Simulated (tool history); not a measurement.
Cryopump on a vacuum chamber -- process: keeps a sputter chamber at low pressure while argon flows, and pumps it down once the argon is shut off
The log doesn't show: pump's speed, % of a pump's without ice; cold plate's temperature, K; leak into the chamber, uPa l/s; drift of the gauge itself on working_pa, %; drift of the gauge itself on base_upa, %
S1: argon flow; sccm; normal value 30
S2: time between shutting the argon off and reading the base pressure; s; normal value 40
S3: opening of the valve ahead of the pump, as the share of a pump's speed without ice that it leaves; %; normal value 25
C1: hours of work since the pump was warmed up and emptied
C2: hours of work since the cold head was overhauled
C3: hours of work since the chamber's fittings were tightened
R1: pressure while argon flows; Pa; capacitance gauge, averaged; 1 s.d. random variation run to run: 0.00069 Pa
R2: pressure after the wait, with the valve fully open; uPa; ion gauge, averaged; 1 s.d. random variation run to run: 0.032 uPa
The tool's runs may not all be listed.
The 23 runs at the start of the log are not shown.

run 24 hour=535.9 | S1=30 S2=31 S3=19 | C1=249 C2=575 C3=943 | R1=0.1618 R2=2.25
run 25 hour=549.5 | S1=30 S2=31 S3=19 | C1=261 C2=586 C3=954 | R1=0.1612 R2=2.23
run 26 hour=580.6 | S1=30 S2=31 S3=19 | C1=287 C2=612 C3=980 | R1=0.1623 R2=2.26
run 27 hour=607.6 | S1=14 S2=40 S3=25 | C1=309 C2=635 C3=1002 | R1=0.0592 R2=1.85
run 28 hour=624.2 | S1=16 S2=179 S3=25 | C1=323 C2=648 C3=1016 | R1=0.0666 R2=0.71
-- hour=630.7 pump warmed up, emptied and cooled again
run 29 hour=647.2 | S1=29 S2=38 S3=45 | C1=14 C2=663 C3=1031 | R1=0.0632 R2=1.79
run 30 hour=673.9 | S1=29 S2=38 S3=45 | C1=36 C2=686 C3=1053 | R1=0.0648 R2=1.97
run 31 hour=693.7 | S1=21 S2=22 S3=45 | C1=52 C2=702 C3=1070 | R1=0.046 R2=2.95
run 32 hour=708.3 | S1=30 S2=47 S3=33 | C1=65 C2=714 C3=1082 | R1=0.0909 R2=1.61
run 33 hour=724.7 | S1=44 S2=242 S3=33 | C1=78 C2=728 C3=1095 | R1=0.1338 R2=0.55

Predict each of these 3 candidate next runs independently; none follows another, all start after run 33:
run A hour=753 | S1=18 S2=268 S3=46 | C1=102 C2=751 C3=1119 | R1=? R2=?
run B hour=753 | S1=19 S2=242 S3=33 | C1=102 C2=751 C3=1119 | R1=? R2=?
run C hour=753 | S1=32 S2=31 S3=22 | C1=102 C2=751 C3=1119 | R1=? R2=?

run=A R1=0.0397 R2=0.56
run=B R1=0.0577 R2=0.53
run=C R1=0.1455 R2=2.2
What these runs would have given with no unlogged condition in the tool:
run=A R1=0.0381 R2=0.41
run=B R1=0.056 R2=0.39
run=C R1=0.1426 R2=2.06

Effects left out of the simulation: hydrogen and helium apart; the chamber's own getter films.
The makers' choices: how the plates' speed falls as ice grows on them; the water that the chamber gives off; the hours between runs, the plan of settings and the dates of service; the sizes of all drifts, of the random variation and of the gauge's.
